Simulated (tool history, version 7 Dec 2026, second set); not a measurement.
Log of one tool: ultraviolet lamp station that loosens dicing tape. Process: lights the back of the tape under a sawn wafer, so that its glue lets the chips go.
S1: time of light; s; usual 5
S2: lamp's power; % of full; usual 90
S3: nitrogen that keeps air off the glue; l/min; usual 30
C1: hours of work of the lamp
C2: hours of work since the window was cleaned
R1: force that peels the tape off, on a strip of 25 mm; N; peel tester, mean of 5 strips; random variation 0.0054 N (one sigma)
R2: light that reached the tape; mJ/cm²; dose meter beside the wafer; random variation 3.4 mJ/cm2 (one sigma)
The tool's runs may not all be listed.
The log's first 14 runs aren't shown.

run     day  S1  S2  S3    C1   C2     R1   R2
 15  32.038   5  90  30   628   47  0.153  472
 16  34.183   5  90  30   666   85  0.158  461
 17  35.875   5  90  30   697  115  0.161  453
 18  37.233   5  90  30   721  139  0.168  444
 19  39.592   5  90  30   763  181  0.182  436
 20   42.45   5  86  30   814  232  0.214  405
 21  45.112   5  86  30   861  279  0.223  398
 22  47.104   5  86  30   896  315  0.243  390
 23  49.812   6  66  30   945  363  0.317  356
 24  51.533   7  86  20   975  394  0.179  524
 25  53.592   9  83   9  1012  430   0.27  637
 26  55.804   2  72  26  1051  470   2.52  118
 27  58.375   8  82  30  1097  515  0.114  530
 28   60.05   8  80  16  1127  545  0.252  511
 29  62.442   5  90  38  1169  588  0.247  349
 30  63.746   5  75  16  1193  611  1.002  284
     65.267  -- window cleaned of glue's vapour
 31  66.192   2  90  35  1236   16  1.467  167
 32  68.479   2  62  13  1276   57  3.501  113
 33  69.721   5  84  22  1299   79  0.388  369
 34  71.779   5  84  10  1335  116  0.924  355
 35  73.875   5  84  10  1372  153  0.945  353
 36  75.821   5  84  10  1407  188  0.995  347

Forecast run 37:
 37  78.129   4  76  28  1448  229   ?   ?

Run 37 gave R1 0.848 N, R2 243 mJ/cm².
Without the tool's hidden state the same run would have given R1 0.311 N, R2 370 mJ/cm².

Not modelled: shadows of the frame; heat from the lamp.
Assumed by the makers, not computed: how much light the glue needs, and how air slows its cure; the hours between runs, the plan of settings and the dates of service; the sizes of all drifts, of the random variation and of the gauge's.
